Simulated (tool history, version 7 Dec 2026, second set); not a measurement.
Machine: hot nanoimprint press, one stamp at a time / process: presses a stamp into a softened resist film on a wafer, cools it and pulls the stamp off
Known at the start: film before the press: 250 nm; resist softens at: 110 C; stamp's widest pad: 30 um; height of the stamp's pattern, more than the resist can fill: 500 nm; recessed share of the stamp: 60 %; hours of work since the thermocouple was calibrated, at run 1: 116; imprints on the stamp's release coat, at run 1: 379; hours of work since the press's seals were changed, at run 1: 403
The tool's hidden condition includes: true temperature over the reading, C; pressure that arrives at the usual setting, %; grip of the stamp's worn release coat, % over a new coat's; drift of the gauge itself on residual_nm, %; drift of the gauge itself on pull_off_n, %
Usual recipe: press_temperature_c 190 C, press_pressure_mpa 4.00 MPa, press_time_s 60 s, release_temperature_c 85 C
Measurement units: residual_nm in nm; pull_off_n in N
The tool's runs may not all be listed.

| run | hour | press_temperature_c | press_pressure_mpa | press_time_s | release_temperature_c | hours of work since the thermocouple was calibrated | imprints on the stamp's release coat | hours of work since the press's seals were changed | residual_nm | pull_off_n |
|---|---|---|---|---|---|---|---|---|---|---|
| 1 | 0.0 | 190 | 4.00 | 60 | 85 | 116 | 379 | 403 | 111.1 | 190 |
| 2 | 20.3 | 190 | 4.00 | 60 | 85 | 125 | 431 | 411 | 112.2 | 190 |
| 3 | 44.4 | 190 | 4.00 | 60 | 85 | 135 | 493 | 421 | 111.8 | 196 |
| 4 | 68.1 | 190 | 4.00 | 60 | 85 | 144 | 554 | 431 | 112.4 | 205 |
| 5 | 97.4 | 190 | 4.00 | 60 | 85 | 156 | 629 | 443 | 111.2 | 197 |
| 6 | 127.8 | 190 | 4.00 | 60 | 85 | 169 | 707 | 456 | 112.3 | 203 |
|  | 153.9 | stamp cleaned and given a new release coat |
| 7 | 167.3 | 190 | 4.00 | 60 | 85 | 183 | 34 | 470 | 110.2 | 171 |
| 8 | 194.3 | 190 | 4.00 | 97 | 85 | 194 | 104 | 481 | 93.7 | 174 |
| 9 | 213.8 | 190 | 4.00 | 60 | 70 | 202 | 153 | 489 | 112.8 | 189 |
| 10 | 246.9 | 186 | 4.00 | 60 | 85 | 216 | 238 | 503 | 124.7 | 177 |
| 11 | 266.0 | 190 | 4.00 | 60 | 85 | 224 | 287 | 510 | 111.4 | 179 |
| 12 | 292.1 | 190 | 4.00 | 60 | 85 | 234 | 354 | 521 | 112.3 | 185 |
| 13 | 318.0 | 190 | 4.00 | 60 | 85 | 245 | 420 | 532 | 110.9 | 186 |
| 14 | 346.0 | 190 | 4.00 | 60 | 76 | 257 | 492 | 543 | 112.0 | 204 |
| 15 | 380.1 | 190 | 4.00 | 60 | 74 | 271 | 579 | 558 | 110.8 | 209 |
|  | 387.8 | plate thermocouple calibrated |
| 16 | 411.7 | 194 | 4.79 | 47 | 71 | 10 | 652 | 569 | 101.2 | 225 |
| 17 | 443.2 | 189 | 4.00 | 60 | 89 | 23 | 733 | 582 | 116.1 | 194 |
|  | 459.5 | stamp cleaned and given a new release coat |
| 18 | 474.8 | 190 | 2.95 | 60 | 85 | 33 | 40 | 593 | 129.8 | 175 |
| 19 | 488.9 | 190 | 2.95 | 60 | 85 | 39 | 76 | 599 | 129.6 | 169 |
| 20 | 504.7 | 190 | 2.95 | 34 | 78 | 46 | 116 | 605 | 153.7 | 172 |
| 21 | 522.5 | 192 | 5.92 | 60 | 85 | 53 | 162 | 613 | 87.9 | 170 |
| 22 | 556.4 | 192 | 5.92 | 60 | 85 | 67 | 249 | 627 | 88.2 | 180 |
| 23 | 583.4 | 190 | 5.92 | 36 | 85 | 78 | 318 | 638 | 111.6 | 178 |
| 24 | 603.6 | 190 | 5.92 | 36 | 85 | 87 | 369 | 646 | 112.9 | 188 |
| 25 | 636.9 | 197 | 4.00 | 60 | 93 | 100 | 455 | 660 | 93.0 | 180 |

For run 26, what comes out?
| 26 | 660.7 | 183 | 5.23 | 47 | 75 | 110 | 515 | 670 | ? | ? |

residual_nm: 130.9 nm
pull_off_n: 203 N
Take away the tool's hidden state, keep the run-to-run variation as it was, and the same run would have given residual_nm 129.5 nm, pull_off_n 175 N.

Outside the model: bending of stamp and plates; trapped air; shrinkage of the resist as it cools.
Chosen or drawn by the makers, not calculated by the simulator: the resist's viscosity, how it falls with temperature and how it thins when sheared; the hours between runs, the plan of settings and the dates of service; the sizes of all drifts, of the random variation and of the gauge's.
